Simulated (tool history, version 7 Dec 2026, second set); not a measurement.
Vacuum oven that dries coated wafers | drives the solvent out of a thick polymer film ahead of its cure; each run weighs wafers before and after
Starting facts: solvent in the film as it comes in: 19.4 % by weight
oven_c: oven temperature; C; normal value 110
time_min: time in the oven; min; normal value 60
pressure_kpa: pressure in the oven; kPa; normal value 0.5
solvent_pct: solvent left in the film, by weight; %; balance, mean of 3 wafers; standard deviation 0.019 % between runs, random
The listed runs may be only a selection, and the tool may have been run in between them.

| run | hour | oven_c | time_min | pressure_kpa | solvent_pct |
|---|---|---|---|---|---|
| 1 | 0 | 110 | 60 | 0.5 | 0.88 |
| 2 | 26.8 | 110 | 60 | 0.5 | 0.89 |
| 3 | 60.2 | 110 | 60 | 0.5 | 0.85 |
| 4 | 79.2 | 95 | 60 | 0.5 | 4.04 |
| 5 | 111.3 | 95 | 60 | 0.5 | 4.05 |
| 6 | 130.1 | 95 | 60 | 0.5 | 4.07 |
| 7 | 153.3 | 110 | 60 | 0.5 | 0.92 |
| 8 | 170 | 121 | 60 | 0.5 | 0.23 |
| 9 | 201 | 121 | 60 | 0.5 | 0.23 |
| 10 | 231.2 | 121 | 60 | 0.5 | 0.26 |
| 11 | 256.7 | 121 | 60 | 0.5 | 0.22 |
| 12 | 277.5 | 110 | 60 | 0.5 | 0.92 |
| 13 | 303.8 | 110 | 60 | 0.5 | 0.91 |
| 14 | 334.5 | 107 | 66 | 1.101 | 1.3 |
| 15 | 356.2 | 110 | 54 | 0.315 | 1.12 |
| 16 | 388.8 | 110 | 54 | 0.315 | 1.12 |
|  | 393.6 | vacuum gauge cleaned of residue and calibrated |
| 17 | 424.7 | 110 | 54 | 0.315 | 1.13 |
| 18 | 461.1 | 110 | 41 | 0.5 | 2.12 |
| 19 | 494.4 | 110 | 67 | 0.661 | 0.81 |
| 20 | 517 | 110 | 67 | 0.661 | 0.8 |
|  | 531.3 | vacuum gauge cleaned of residue and calibrated, once more |
| 21 | 547.4 | 110 | 60 | 1.882 | 1.36 |
| 22 | 565.3 | 120 | 33 | 0.686 | 1.12 |
| 23 | 595.5 | 120 | 33 | 0.686 | 1.13 |
| 24 | 630.3 | 123 | 60 | 0.806 | 0.2 |
| 25 | 645.7 | 103 | 78 | 0.367 | 1.12 |

Measured result minus the same run's result without the hidden state. Both carry the same run-to-run variation, though not necessarily the same gauge scatter:
Unlogged tool condition in this case: true wafer temperature over the reading, C; true pressure over the reading, kPa; drift of the gauge itself on solvent_pct, %.
| run | solvent_pct |
|---|---|
| 1 | +0.04 |
| 2 | +0.05 |
| 3 | +0.05 |
| 4 | +0.09 |
| 5 | +0.1 |
| 6 | +0.11 |
| 7 | +0.06 |
| 8 | +0.04 |
| 9 | +0.04 |
| 10 | +0.04 |
| 11 | +0.04 |
| 12 | +0.09 |
| 13 | +0.09 |
| 14 | +0.11 |
| 15 | +0.11 |
| 16 | +0.11 |
| 17 | +0.13 |
| 18 | +0.17 |
| 19 | +0.12 |
| 20 | +0.12 |
| 21 | +0.08 |
| 22 | +0.08 |
| 23 | +0.08 |
| 24 | +0.01 |
| 25 | +0.11 |
